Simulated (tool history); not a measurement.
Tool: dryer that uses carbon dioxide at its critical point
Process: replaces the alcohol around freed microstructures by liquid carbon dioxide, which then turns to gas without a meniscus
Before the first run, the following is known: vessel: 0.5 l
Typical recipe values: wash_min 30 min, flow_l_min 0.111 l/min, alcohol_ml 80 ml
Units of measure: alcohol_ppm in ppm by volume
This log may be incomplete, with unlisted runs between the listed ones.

run,hour,wash_min,flow_l_min,alcohol_ml,alcohol_ppm
1,0.0,30,0.111,80,268
2,21.4,30,0.111,80,281
3,32.4,30,0.111,106,392
4,52.8,30,0.118,80,217
5,62.5,30,0.118,80,228
6,84.3,30,0.118,80,255
7,105.4,30,0.118,80,269
8,118.4,30,0.111,23,125
9,141.0,30,0.111,23,135
10,162.2,30,0.111,80,500
11,179.4,24,0.111,80,1602
12,191.6,30,0.142,80,112
13,208.8,30,0.111,91,646
14,224.1,30,0.111,91,686
15,243.7,30,0.129,99,338
# hour 249.3: inlet filter changed
16,267.7,19,0.181,64,166
17,279.0,19,0.080,64,6583
18,291.1,21,0.078,80,6890
19,307.4,37,0.111,98,90
20,325.0,30,0.113,105,346
21,334.4,26,0.078,59,2641
22,355.9,26,0.078,59,2818
23,372.5,30,0.103,48,339
24,384.4,24,0.085,106,5295
25,396.1,25,0.115,80,861

4 options for the next run, each taken on its own from the tool as it stands now. Forecast them:
A,409.8,24,0.111,113,?
B,409.8,19,0.133,61,?
C,409.8,22,0.140,55,?
D,409.8,46,0.136,80,?

run,alcohol_ppm
A,1872
B,1333
C,440
D,19
With the hidden condition removed and each run's random variation left untouched, the same runs would have given:
run,alcohol_ppm
A,1137
B,829
C,244
D,9

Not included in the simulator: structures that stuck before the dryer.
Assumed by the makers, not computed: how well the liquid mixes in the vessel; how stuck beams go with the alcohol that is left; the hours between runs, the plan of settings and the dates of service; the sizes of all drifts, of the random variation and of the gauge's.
